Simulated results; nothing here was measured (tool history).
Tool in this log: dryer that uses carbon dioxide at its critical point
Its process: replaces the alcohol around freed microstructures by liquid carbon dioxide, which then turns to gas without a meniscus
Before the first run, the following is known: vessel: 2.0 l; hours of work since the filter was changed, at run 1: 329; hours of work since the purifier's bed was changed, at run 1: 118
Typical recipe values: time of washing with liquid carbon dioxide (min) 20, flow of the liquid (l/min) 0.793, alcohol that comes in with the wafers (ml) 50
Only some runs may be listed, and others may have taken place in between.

run	hour	time of washing with liquid carbon dioxide (min)	flow of the liquid (l/min)	alcohol that comes in with the wafers (ml)	hours of work since the filter was changed	hours of work since the purifier's bed was changed	alcohol left in the vessel before it's heated (ppm by volume)
1	0	20	0.793	50	329	118	123
2	32.6	20	0.793	50	341	131	117
3	66.2	20	0.793	50	354	143	124
4	122.7	20	0.793	50	376	165	122
5	175.9	20	0.793	50	397	186	140
6	236.9	20	0.793	50	420	209	135
7	286.1	20	0.793	50	439	228	155
8	314.6	20	0.793	50	450	239	161
9	351.4	20	0.515	50	464	254	865
10	380.4	18	0.793	50	476	265	242

For run 11, what comes out?
11	424.7	18	0.793	50	493	282	?

alcohol left in the vessel before it's heated (ppm by volume): 255
Had the tool carried no hidden state, the very same run would have given alcohol left in the vessel before it's heated (ppm by volume) 101.
